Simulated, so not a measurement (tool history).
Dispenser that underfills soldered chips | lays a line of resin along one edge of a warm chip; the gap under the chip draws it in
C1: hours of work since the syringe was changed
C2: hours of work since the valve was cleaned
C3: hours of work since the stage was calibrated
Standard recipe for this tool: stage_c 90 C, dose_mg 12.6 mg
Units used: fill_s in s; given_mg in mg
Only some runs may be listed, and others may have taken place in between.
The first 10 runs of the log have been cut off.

Run 11, hour 62.5: usual settings but dose_mg 12.3 mg; C1 5; C2 16; C3 88. Result: fill_s 138.9 s, given_mg 12.17 mg.
At hour 66.3: new syringe of resin.
Run 12, hour 68.6: usual settings but dose_mg 12.3 mg; C1 2; C2 20; C3 92. Result: fill_s 109.3 s, given_mg 11.97 mg.
Run 13, hour 73.7: usual settings but stage_c 105 C; C1 5; C2 24; C3 95. Result: fill_s 96.7 s, given_mg 12.35 mg.
At hour 76.7: new syringe of resin.
Run 14, hour 77.5: usual settings but dose_mg 13.0 mg; C1 1; C2 27; C3 98. Result: fill_s 99.1 s, given_mg 12.81 mg.
Run 15, hour 85.9: usual settings but stage_c 88 C; C1 7; C2 33; C3 104. Result: fill_s 170.7 s, given_mg 12.33 mg.
At hour 87.3: new syringe of resin.
Run 16, hour 93.7: usual settings but stage_c 86 C; C1 5; C2 38; C3 110. Result: fill_s 155.8 s, given_mg 12.38 mg.
At hour 97.7: new syringe of resin.
Run 17, hour 102.2: usual settings but stage_c 86 C; C1 3; C2 44; C3 116. Result: fill_s 136.5 s, given_mg 12.19 mg.
At hour 108.1: new syringe of resin.
Run 18, hour 108.5: usual settings but stage_c 89 C; C1 0; C2 49; C3 120. Result: fill_s 99.7 s, given_mg 12.20 mg.
At hour 112.4: dispensing valve cleaned and set on the balance.
Run 19, hour 113.2: usual settings but stage_c 89 C; C1 3; C2 1; C3 123. Result: fill_s 121.6 s, given_mg 12.58 mg.
At hour 119.5: new syringe of resin.
Run 20, hour 119.9: usual settings but stage_c 97 C, dose_mg 13.6 mg; C1 0; C2 5; C3 127. Result: fill_s 77.3 s, given_mg 13.45 mg.
Run 21, hour 125.2: usual settings but stage_c 87 C, dose_mg 13.0 mg; C1 4; C2 9; C3 131. Result: fill_s 141.1 s, given_mg 13.05 mg.
At hour 129.6: new syringe of resin.
Run 22, hour 133.0: usual settings but stage_c 87 C, dose_mg 13.0 mg; C1 3; C2 15; C3 137. Result: fill_s 124.0 s, given_mg 12.92 mg.
At hour 140.0: new syringe of resin.
Run 23, hour 140.4: usual settings but stage_c 87 C, dose_mg 13.0 mg; C1 0; C2 20; C3 142. Result: fill_s 103.6 s, given_mg 12.81 mg.
Run 24, hour 148.5: usual settings but stage_c 81 C, dose_mg 10.8 mg; C1 6; C2 26; C3 148. Result: fill_s 205.1 s, given_mg 10.65 mg.
At hour 150.8: new syringe of resin.
Run 25, hour 156.6: usual settings but stage_c 89 C, dose_mg 11.2 mg; C1 4; C2 31; C3 154. Result: fill_s 135.7 s, given_mg 10.88 mg.
At hour 161.1: new syringe of resin.
Run 26, hour 163.9: usual settings but dose_mg 13.8 mg; C1 2; C2 37; C3 159. Result: fill_s 109.5 s, given_mg 13.55 mg.
At hour 171.3: new syringe of resin.
Run 27, hour 171.4: usual settings but stage_c 97 C, dose_mg 12.0 mg; C1 0; C2 42; C3 164. Result: fill_s 78.0 s, given_mg 11.59 mg.
Run 28, hour 175.6: usual settings but stage_c 92 C, dose_mg 12.0 mg; C1 3; C2 45; C3 167. Result: fill_s 113.3 s, given_mg 11.68 mg.
Run 29, hour 179.7: usual settings but stage_c 92 C, dose_mg 12.0 mg; C1 6; C2 48; C3 170. Result: fill_s 142.1 s, given_mg 11.61 mg.
At hour 181.4: new syringe of resin.
At hour 184.9: dispensing valve cleaned and set on the balance.
Run 30, hour 186.3: usual settings but stage_c 76 C, dose_mg 12.2 mg; C1 3; C2 1; C3 174. Result: fill_s 175.4 s, given_mg 12.19 mg.
At hour 192.5: new syringe of resin.
Run 31, hour 192.5: usual settings but stage_c 85 C; C1 0; C2 5; C3 178. Result: fill_s 105.5 s, given_mg 12.57 mg.
Run 32, hour 197.0: usual settings but stage_c 80 C, dose_mg 11.6 mg; C1 3; C2 9; C3 182. Result: fill_s 166.1 s, given_mg 11.58 mg.
At hour 202.6: new syringe of resin.
Run 33, hour 203.3: usual settings but stage_c 75 C, dose_mg 15.2 mg; C1 0; C2 13; C3 186. Result: fill_s 145.7 s, given_mg 15.09 mg.
Run 34, hour 210.8: usual settings but dose_mg 15.2 mg; C1 6; C2 18; C3 191. Result: fill_s 146.0 s, given_mg 15.04 mg.
At hour 212.9: new syringe of resin.
Run 35, hour 215.4: usual settings but stage_c 94 C, dose_mg 10.8 mg; C1 2; C2 22; C3 195. Result: fill_s 97.8 s, given_mg 10.65 mg.

Below are 4 alternative next runs, each starting from the tool's condition after run 35. Predict each:
At hour 223.4: new syringe of resin.
Run A, hour 224.0: usual settings but stage_c 103 C, dose_mg 13.0 mg; C1 0; C2 28; C3 201. Result: fill_s ?, given_mg ?.
At hour 223.4: new syringe of resin.
Run B, hour 224.0: usual settings but stage_c 79 C; C1 0; C2 28; C3 201. Result: fill_s ?, given_mg ?.
At hour 223.4: new syringe of resin.
Run C, hour 224.0: usual settings but stage_c 103 C, dose_mg 10.8 mg; C1 0; C2 28; C3 201. Result: fill_s ?, given_mg ?.
At hour 223.4: new syringe of resin.
Run D, hour 224.0: usual settings but stage_c 88 C, dose_mg 15.7 mg; C1 0; C2 28; C3 201. Result: fill_s ?, given_mg ?.

run  fill_s  given_mg
  A    67.4     12.76
  B   136.8     12.34
  C    71.5     10.58
  D   101.0     15.41
Without the tool's unlogged condition, the same runs would have read:
run  fill_s  given_mg
  A    66.0     12.98
  B   134.3     12.56
  C    69.7     10.77
  D    99.2     15.69
